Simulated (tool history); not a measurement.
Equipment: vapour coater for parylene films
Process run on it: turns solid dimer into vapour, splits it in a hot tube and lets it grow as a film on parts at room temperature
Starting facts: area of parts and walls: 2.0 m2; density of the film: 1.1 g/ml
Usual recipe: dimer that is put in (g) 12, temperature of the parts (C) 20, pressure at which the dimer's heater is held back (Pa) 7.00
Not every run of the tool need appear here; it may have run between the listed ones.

run,hour,dimer that is put in (g),temperature of the parts (C),pressure at which the dimer's heater is held back (Pa),thickness of the film (um)
1,0.0,12,20,7.00,3.02
2,31.7,12,20,7.00,2.99
3,63.7,5,20,7.00,1.24
4,86.6,16,20,7.00,3.90
5,127.6,12,20,7.00,2.94
6,160.0,10,20,7.00,2.40
# hour 177.5: trap's valve overhauled
7,208.1,10,20,7.00,2.58
8,230.0,10,20,7.00,2.53
9,250.9,10,20,7.00,2.53
10,294.9,10,20,7.00,2.52
11,314.4,12,20,6.22,3.06
12,359.4,12,20,6.22,3.05
13,381.2,12,20,6.22,3.05
14,417.2,12,20,6.22,3.02
15,447.1,12,20,6.22,3.01
16,481.4,12,20,7.00,2.92
17,527.4,12,20,7.00,2.87
# hour 542.0: trap's valve overhauled
18,570.9,12,20,7.00,3.07
19,609.6,13,20,7.00,3.29
20,632.3,12,20,7.00,3.01
21,657.7,12,20,7.00,2.99
22,699.3,7,20,7.00,1.73
23,724.2,7,20,7.00,1.74
24,761.0,11,23,6.88,2.42
25,793.2,13,23,4.53,3.08
26,828.7,13,15,10.54,3.45
27,858.0,13,15,10.54,3.42
28,881.9,12,15,2.83,3.98
# hour 905.8: trap's valve overhauled
29,908.4,12,14,7.00,3.71
30,931.9,12,23,2.15,3.36
31,952.0,12,23,2.15,3.34
32,978.3,10,23,8.72,2.17
33,997.8,10,23,8.72,2.15
34,1033.0,12,14,11.32,3.32
35,1066.6,9,24,7.89,1.87
36,1100.9,9,24,7.89,1.86
37,1129.2,10,16,7.00,2.76
# hour 1137.5: table's thermometer calibrated
38,1155.3,8,14,7.00,2.50
39,1177.8,8,14,7.00,2.48
40,1198.8,9,16,3.13,2.98
41,1218.0,8,13,3.98,2.81
42,1238.0,22,20,7.00,5.41
# hour 1269.6: trap's valve overhauled
43,1277.2,16,31,6.41,2.88
44,1299.3,5,21,7.00,1.24
45,1326.3,12,28,7.00,2.36
46,1345.3,13,18,7.00,3.57

5 options for the next run, each taken on its own from the tool as it stands now. Forecast them:
A,1388.4,14,13,7.00,?
B,1388.4,12,16,7.00,?
C,1388.4,15,18,7.00,?
D,1388.4,7,18,2.86,?
E,1388.4,13,26,7.00,?

run,thickness of the film (um)
A,4.56
B,3.50
C,4.12
D,2.25
E,2.71
With the hidden condition removed and each run's random variation left untouched, the same runs would have given:
run,thickness of the film (um)
A,4.69
B,3.60
C,4.24
D,2.32
E,2.79
